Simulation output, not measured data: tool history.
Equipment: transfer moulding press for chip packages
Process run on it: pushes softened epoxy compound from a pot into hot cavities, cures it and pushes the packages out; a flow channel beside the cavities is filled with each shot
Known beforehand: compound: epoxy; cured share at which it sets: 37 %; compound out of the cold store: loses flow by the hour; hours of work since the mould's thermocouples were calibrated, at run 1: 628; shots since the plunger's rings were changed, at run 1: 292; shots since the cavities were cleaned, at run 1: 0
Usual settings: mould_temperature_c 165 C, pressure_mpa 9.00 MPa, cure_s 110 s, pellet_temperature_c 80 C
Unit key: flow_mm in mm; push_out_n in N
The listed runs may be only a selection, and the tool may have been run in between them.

run   hour  mould_temperature_c  pressure_mpa  cure_s  pellet_temperature_c  hours of work since the mould's thermocouples were calibrated  shots since the plunger's rings were changed  shots since the cavities were cleaned  incoming compound's hours out of the cold store  flow_mm  push_out_n
  1    0.0                  165          9.00     110                    80                                                            628                                           292                                      0                                             22.5      966         459
      31.1  -- mould's thermocouples calibrated
      52.0  -- cavities cleaned with cleaning compound and waxed
  2   60.6                  165          9.00     123                    80                                                             21                                          1053                                    115                                             26.4      943         478
     105.0  -- cavities cleaned with cleaning compound and waxed
  3  149.6                  165          9.00     123                    80                                                             85                                          2218                                    593                                             26.9      932         706
     156.6  -- cavities cleaned with cleaning compound and waxed
  4  201.6                  165          9.00     123                    80                                                            122                                          2891                                    599                                             47.6      824         670
     208.9  -- cavities cleaned with cleaning compound and waxed
     259.5  -- cavities cleaned with cleaning compound and waxed
  5  287.3                  165          9.00     123                    80                                                            182                                          3994                                    371                                             16.6      945         659
     312.3  -- cavities cleaned with cleaning compound and waxed
     361.0  -- cavities cleaned with cleaning compound and waxed
  6  361.0                  165          9.00     123                    80                                                            234                                          4935                                      0                                             35.9      840         374
  7  402.1                  165          9.00     123                    80                                                            264                                          5483                                    548                                             36.5      840         681
     412.3  -- cavities cleaned with cleaning compound and waxed
     430.2  -- plunger's sealing rings changed
     466.1  -- cavities cleaned with cleaning compound and waxed
  8  488.9                  173          7.24     124                    76                                                            324                                           762                                    303                                             28.6      803         543
     517.3  -- cavities cleaned with cleaning compound and waxed
     571.5  -- cavities cleaned with cleaning compound and waxed
  9  571.5                  173          7.24     124                    76                                                            382                                          1822                                      0                                             31.0      783         316
     625.8  -- cavities cleaned with cleaning compound and waxed
 10  655.4                  173          7.24     124                    74                                                            442                                          2920                                    394                                             37.0      744         581
     677.2  -- cavities cleaned with cleaning compound and waxed
 11  718.5                  165          9.00     120                    83                                                            487                                          3741                                    551                                             28.7      903         768
     727.5  -- cavities cleaned with cleaning compound and waxed
     781.4  -- cavities cleaned with cleaning compound and waxed
 12  797.2                  167         10.26     116                    84                                                            543                                          4750                                    211                                             40.2      867         536
     833.9  -- cavities cleaned with cleaning compound and waxed
 13  871.2                  167         10.26     116                    84                                                            596                                          5715                                    496                                             20.7      968         689
     882.1  -- plunger's sealing rings changed
     892.3  -- cavities cleaned with cleaning compound and waxed
     949.3  -- mould's thermocouples calibrated
     950.8  -- cavities cleaned with cleaning compound and waxed
 14  977.3                  167         10.26     148                    84                                                             19                                          1201                                    353                                             27.9      971         558

Below are 5 alternative next runs, each starting from the tool's condition after run 14. Predict each:
     1004.5  -- cavities cleaned with cleaning compound and waxed
  A  1038.3                  164         10.26     148                    84                                                             63                                          1993                                    449                                             35.0        ?           ?
     1004.5  -- cavities cleaned with cleaning compound and waxed
  B  1038.3                  167          8.57      99                    84                                                             63                                          1993                                    449                                             46.3        ?           ?
     1004.5  -- cavities cleaned with cleaning compound and waxed
  C  1038.3                  169          8.39     110                    80                                                             63                                          1993                                    449                                             40.7        ?           ?
     1004.5  -- cavities cleaned with cleaning compound and waxed
  D  1038.3                  167         10.26     104                    84                                                             63                                          1993                                    449                                             41.7        ?           ?
     1004.5  -- cavities cleaned with cleaning compound and waxed
  E  1038.3                  167          7.73     148                    84                                                             63                                          1993                                    449                                             15.7        ?           ?

run  flow_mm  push_out_n
  A      941         610
  B      805         776
  C      803         613
  D      889         714
  E      888         572
With the hidden condition removed and each run's random variation left untouched, the same runs would have given:
run  flow_mm  push_out_n
  A      970         336
  B      829         432
  C      828         338
  D      916         397
  E      916         318

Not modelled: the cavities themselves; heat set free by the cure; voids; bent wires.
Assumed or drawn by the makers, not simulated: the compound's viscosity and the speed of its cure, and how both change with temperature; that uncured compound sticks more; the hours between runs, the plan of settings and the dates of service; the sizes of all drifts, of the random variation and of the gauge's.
